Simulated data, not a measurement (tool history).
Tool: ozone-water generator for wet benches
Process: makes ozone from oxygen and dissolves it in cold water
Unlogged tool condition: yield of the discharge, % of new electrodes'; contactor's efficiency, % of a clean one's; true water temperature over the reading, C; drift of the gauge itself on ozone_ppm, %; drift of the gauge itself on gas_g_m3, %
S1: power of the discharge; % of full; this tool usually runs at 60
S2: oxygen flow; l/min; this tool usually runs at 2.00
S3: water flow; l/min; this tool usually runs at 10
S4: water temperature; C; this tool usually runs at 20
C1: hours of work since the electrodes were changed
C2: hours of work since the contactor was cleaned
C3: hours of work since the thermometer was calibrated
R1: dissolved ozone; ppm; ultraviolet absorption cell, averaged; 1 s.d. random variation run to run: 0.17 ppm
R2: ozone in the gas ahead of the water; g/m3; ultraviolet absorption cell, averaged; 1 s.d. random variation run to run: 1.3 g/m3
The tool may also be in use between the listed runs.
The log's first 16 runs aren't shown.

run	hour	S1	S2	S3	S4	C1	C2	C3	R1	R2
17	574.4	60	2.00	14	20	2375	130	2054	15.2	219.2
18	616.5	57	1.33	10	23	2414	170	2093	20.0	274.2
19	667.7	88	1.33	10	16	2462	217	2141	30.3	389.6
# hour 680.8: contactor cleaned, once more
20	708.0	88	1.33	10	16	2496	25	2175	30.8	386.7
21	755.8	79	3.32	6	28	2541	70	2220	28.9	189.1
22	793.7	42	3.32	6	13	2576	106	2255	23.6	113.9
23	835.9	42	3.32	7	23	2616	145	2295	17.9	114.3
24	869.6	42	1.28	8	13	2647	177	2326	22.3	220.8
25	902.3	88	2.00	10	15	2678	207	2357	31.3	290.2
26	934.2	74	1.13	10	20	2708	237	2387	25.6	373.3
27	969.9	67	1.80	13	23	2741	270	2420	17.8	251.2
28	1005.5	43	2.00	9	13	2774	304	2453	19.8	164.9
29	1036.0	58	2.00	9	20	2803	332	2482	22.8	208.4
30	1080.7	82	1.44	9	20	2845	374	2524	30.6	342.3
31	1128.9	61	1.80	8	16	2890	419	2569	27.8	232.8
32	1176.1	83	2.00	8	20	2934	463	2613	32.7	273.7
33	1219.6	83	2.00	8	20	2975	504	2654	33.0	270.9
34	1268.0	42	1.67	10	18	3020	549	2699	16.6	182.0

Branching from run 34: 3 alternative next runs. What would each branch give?
A	1318.0	90	2.00	12	20	3067	596	2746	?	?
B	1318.0	57	1.66	10	16	3067	596	2746	?	?
C	1318.0	45	3.59	9	20	3067	596	2746	?	?

run	R1	R2
A	24.7	290.9
B	21.5	231.0
C	16.3	113.7
What these runs would have given with no unlogged condition in the tool:
run	R1	R2
A	28.9	334.5
B	24.1	254.4
C	17.9	122.4
